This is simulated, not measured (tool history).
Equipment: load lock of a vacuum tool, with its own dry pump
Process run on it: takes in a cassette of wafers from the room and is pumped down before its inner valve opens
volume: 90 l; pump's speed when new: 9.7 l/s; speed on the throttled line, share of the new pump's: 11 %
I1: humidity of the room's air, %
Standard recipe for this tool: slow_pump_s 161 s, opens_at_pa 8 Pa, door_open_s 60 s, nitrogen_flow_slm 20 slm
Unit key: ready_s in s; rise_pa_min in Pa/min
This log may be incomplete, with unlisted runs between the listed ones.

{"run": 1, "hour": 0.0, "slow_pump_s": 161, "opens_at_pa": 8, "door_open_s": 60, "nitrogen_flow_slm": 20, "I1": 44.7, "ready_s": 247.6, "rise_pa_min": 0.032}
{"run": 2, "hour": 265.2, "slow_pump_s": 161, "opens_at_pa": 8, "door_open_s": 60, "nitrogen_flow_slm": 20, "I1": 45.7, "ready_s": 249.6, "rise_pa_min": 0.038}
{"run": 3, "hour": 431.9, "slow_pump_s": 161, "opens_at_pa": 8, "door_open_s": 60, "nitrogen_flow_slm": 20, "I1": 43.4, "ready_s": 252.6, "rise_pa_min": 0.032}
{"run": 4, "hour": 716.8, "slow_pump_s": 161, "opens_at_pa": 8, "door_open_s": 60, "nitrogen_flow_slm": 20, "I1": 45.5, "ready_s": 250.6, "rise_pa_min": 0.036}
{"run": 5, "hour": 882.6, "slow_pump_s": 161, "opens_at_pa": 8, "door_open_s": 60, "nitrogen_flow_slm": 20, "I1": 46.5, "ready_s": 249.0, "rise_pa_min": 0.04}
{"run": 6, "hour": 1138.5, "slow_pump_s": 161, "opens_at_pa": 8, "door_open_s": 60, "nitrogen_flow_slm": 20, "I1": 47.3, "ready_s": 251.7, "rise_pa_min": 0.041}
{"run": 7, "hour": 1265.7, "slow_pump_s": 161, "opens_at_pa": 8, "door_open_s": 60, "nitrogen_flow_slm": 20, "I1": 45.6, "ready_s": 253.5, "rise_pa_min": 0.036}
{"run": 8, "hour": 1540.0, "slow_pump_s": 161, "opens_at_pa": 8, "door_open_s": 60, "nitrogen_flow_slm": 20, "I1": 44.1, "ready_s": 253.6, "rise_pa_min": 0.043}
{"run": 9, "hour": 1710.8, "slow_pump_s": 161, "opens_at_pa": 8, "door_open_s": 60, "nitrogen_flow_slm": 20, "I1": 47.2, "ready_s": 252.2, "rise_pa_min": 0.04}
{"run": 10, "hour": 1904.4, "slow_pump_s": 161, "opens_at_pa": 8, "door_open_s": 191, "nitrogen_flow_slm": 20, "I1": 45.0, "ready_s": 255.5, "rise_pa_min": 0.051}
{"run": 11, "hour": 2041.0, "slow_pump_s": 161, "opens_at_pa": 8, "door_open_s": 191, "nitrogen_flow_slm": 20, "I1": 41.1, "ready_s": 255.1, "rise_pa_min": 0.054}
{"run": 12, "hour": 2306.6, "slow_pump_s": 161, "opens_at_pa": 8, "door_open_s": 191, "nitrogen_flow_slm": 20, "I1": 47.1, "ready_s": 256.3, "rise_pa_min": 0.06}
{"run": 13, "hour": 2593.0, "slow_pump_s": 161, "opens_at_pa": 8, "door_open_s": 191, "nitrogen_flow_slm": 20, "I1": 45.3, "ready_s": 256.0, "rise_pa_min": 0.063}
{"run": 14, "hour": 2737.0, "slow_pump_s": 161, "opens_at_pa": 8, "door_open_s": 60, "nitrogen_flow_slm": 20, "I1": 46.4, "ready_s": 257.5, "rise_pa_min": 0.039}
{"hour": 2874.9, "done": "dry pump taken out, an overhauled one fitted"}
{"run": 15, "hour": 2988.2, "slow_pump_s": 161, "opens_at_pa": 8, "door_open_s": 60, "nitrogen_flow_slm": 20, "I1": 50.8, "ready_s": 232.9, "rise_pa_min": 0.047}
{"run": 16, "hour": 3210.0, "slow_pump_s": 161, "opens_at_pa": 6, "door_open_s": 60, "nitrogen_flow_slm": 39, "I1": 45.2, "ready_s": 235.1, "rise_pa_min": 0.028}
{"run": 17, "hour": 3496.6, "slow_pump_s": 296, "opens_at_pa": 10, "door_open_s": 60, "nitrogen_flow_slm": 7, "I1": 46.9, "ready_s": 348.3, "rise_pa_min": 0.055}
{"run": 18, "hour": 3646.8, "slow_pump_s": 193, "opens_at_pa": 8, "door_open_s": 60, "nitrogen_flow_slm": 7, "I1": 43.7, "ready_s": 260.2, "rise_pa_min": 0.052}
{"run": 19, "hour": 3922.8, "slow_pump_s": 161, "opens_at_pa": 8, "door_open_s": 230, "nitrogen_flow_slm": 26, "I1": 45.6, "ready_s": 232.5, "rise_pa_min": 0.056}
{"run": 20, "hour": 4206.4, "slow_pump_s": 161, "opens_at_pa": 8, "door_open_s": 230, "nitrogen_flow_slm": 26, "I1": 48.9, "ready_s": 233.3, "rise_pa_min": 0.068}
{"run": 21, "hour": 4457.0, "slow_pump_s": 161, "opens_at_pa": 8, "door_open_s": 60, "nitrogen_flow_slm": 24, "I1": 44.9, "ready_s": 232.7, "rise_pa_min": 0.039}
{"run": 22, "hour": 4584.2, "slow_pump_s": 161, "opens_at_pa": 8, "door_open_s": 60, "nitrogen_flow_slm": 24, "I1": 49.3, "ready_s": 233.3, "rise_pa_min": 0.049}
{"run": 23, "hour": 4821.3, "slow_pump_s": 161, "opens_at_pa": 8, "door_open_s": 60, "nitrogen_flow_slm": 24, "I1": 46.3, "ready_s": 236.0, "rise_pa_min": 0.041}
{"run": 24, "hour": 5056.1, "slow_pump_s": 161, "opens_at_pa": 8, "door_open_s": 60, "nitrogen_flow_slm": 24, "I1": 45.9, "ready_s": 235.5, "rise_pa_min": 0.038}
{"run": 25, "hour": 5322.9, "slow_pump_s": 161, "opens_at_pa": 8, "door_open_s": 60, "nitrogen_flow_slm": 24, "I1": 47.4, "ready_s": 234.8, "rise_pa_min": 0.042}
{"run": 26, "hour": 5466.1, "slow_pump_s": 98, "opens_at_pa": 15, "door_open_s": 27, "nitrogen_flow_slm": 20, "I1": 46.0, "ready_s": 174.2, "rise_pa_min": 0.034}
{"run": 27, "hour": 5613.6, "slow_pump_s": 85, "opens_at_pa": 11, "door_open_s": 61, "nitrogen_flow_slm": 42, "I1": 46.9, "ready_s": 164.0, "rise_pa_min": 0.036}
{"run": 28, "hour": 5860.6, "slow_pump_s": 273, "opens_at_pa": 8, "door_open_s": 60, "nitrogen_flow_slm": 15, "I1": 46.3, "ready_s": 334.0, "rise_pa_min": 0.048}
{"run": 29, "hour": 6085.7, "slow_pump_s": 161, "opens_at_pa": 8, "door_open_s": 60, "nitrogen_flow_slm": 43, "I1": 46.8, "ready_s": 237.4, "rise_pa_min": 0.037}

Consider 5 possible next runs. They are alternatives, not a sequence: every one starts from the tool as it was left by run 29. What does each give?
{"run": "A", "hour": 6343.8, "slow_pump_s": 257, "opens_at_pa": 11, "door_open_s": 60, "nitrogen_flow_slm": 7, "I1": 41.9, "ready_s": "?", "rise_pa_min": "?"}
{"run": "B", "hour": 6343.8, "slow_pump_s": 147, "opens_at_pa": 8, "door_open_s": 60, "nitrogen_flow_slm": 29, "I1": 44.3, "ready_s": "?", "rise_pa_min": "?"}
{"run": "C", "hour": 6343.8, "slow_pump_s": 161, "opens_at_pa": 11, "door_open_s": 52, "nitrogen_flow_slm": 32, "I1": 46.6, "ready_s": "?", "rise_pa_min": "?"}
{"run": "D", "hour": 6343.8, "slow_pump_s": 135, "opens_at_pa": 10, "door_open_s": 212, "nitrogen_flow_slm": 20, "I1": 47.6, "ready_s": "?", "rise_pa_min": "?"}
{"run": "E", "hour": 6343.8, "slow_pump_s": 161, "opens_at_pa": 8, "door_open_s": 194, "nitrogen_flow_slm": 20, "I1": 44.3, "ready_s": "?", "rise_pa_min": "?"}

run=A ready_s=318.9 rise_pa_min=0.061
run=B ready_s=225.5 rise_pa_min=0.040
run=C ready_s=236.7 rise_pa_min=0.043
run=D ready_s=212.5 rise_pa_min=0.070
run=E ready_s=239.5 rise_pa_min=0.069
Take away the tool's hidden state, keep each run's random variation, and the runs would have read:
run=A ready_s=314.9 rise_pa_min=0.048
run=B ready_s=220.4 rise_pa_min=0.027
run=C ready_s=231.7 rise_pa_min=0.030
run=D ready_s=207.5 rise_pa_min=0.058
run=E ready_s=234.5 rise_pa_min=0.057
